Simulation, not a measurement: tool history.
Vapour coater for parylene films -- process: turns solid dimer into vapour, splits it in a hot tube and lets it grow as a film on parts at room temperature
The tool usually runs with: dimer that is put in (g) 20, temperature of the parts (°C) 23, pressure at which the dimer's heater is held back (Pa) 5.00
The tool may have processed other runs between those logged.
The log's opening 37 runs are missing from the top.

run	hour	dimer that is put in (g)	temperature of the parts (°C)	pressure at which the dimer's heater is held back (Pa)	thickness of the film (µm)
38	384.0	20	23	11.67	8.26
39	392.3	20	23	11.67	8.38
40	400.8	20	18	4.39	12.10
# hour 416.0: trap's valve overhauled
41	416.8	20	18	4.39	13.81
42	431.2	11	20	4.39	7.02
43	437.9	11	20	4.39	6.94
44	453.3	11	20	4.39	6.96
45	465.9	11	20	4.39	6.90
46	476.7	11	20	4.39	6.84
47	490.3	11	19	4.39	7.20

Consider 3 possible next runs. They are alternatives, not a sequence: every one starts from the tool as it was left by run 47. What does each give?
A	504.3	22	19	4.39	?
B	504.3	20	23	3.22	?
C	504.3	11	29	4.39	?

run	thickness of the film (µm)
A	14.21
B	11.51
C	4.70
What these runs would have given with no unlogged condition in the tool:
run	thickness of the film (µm)
A	14.90
B	12.07
C	4.93

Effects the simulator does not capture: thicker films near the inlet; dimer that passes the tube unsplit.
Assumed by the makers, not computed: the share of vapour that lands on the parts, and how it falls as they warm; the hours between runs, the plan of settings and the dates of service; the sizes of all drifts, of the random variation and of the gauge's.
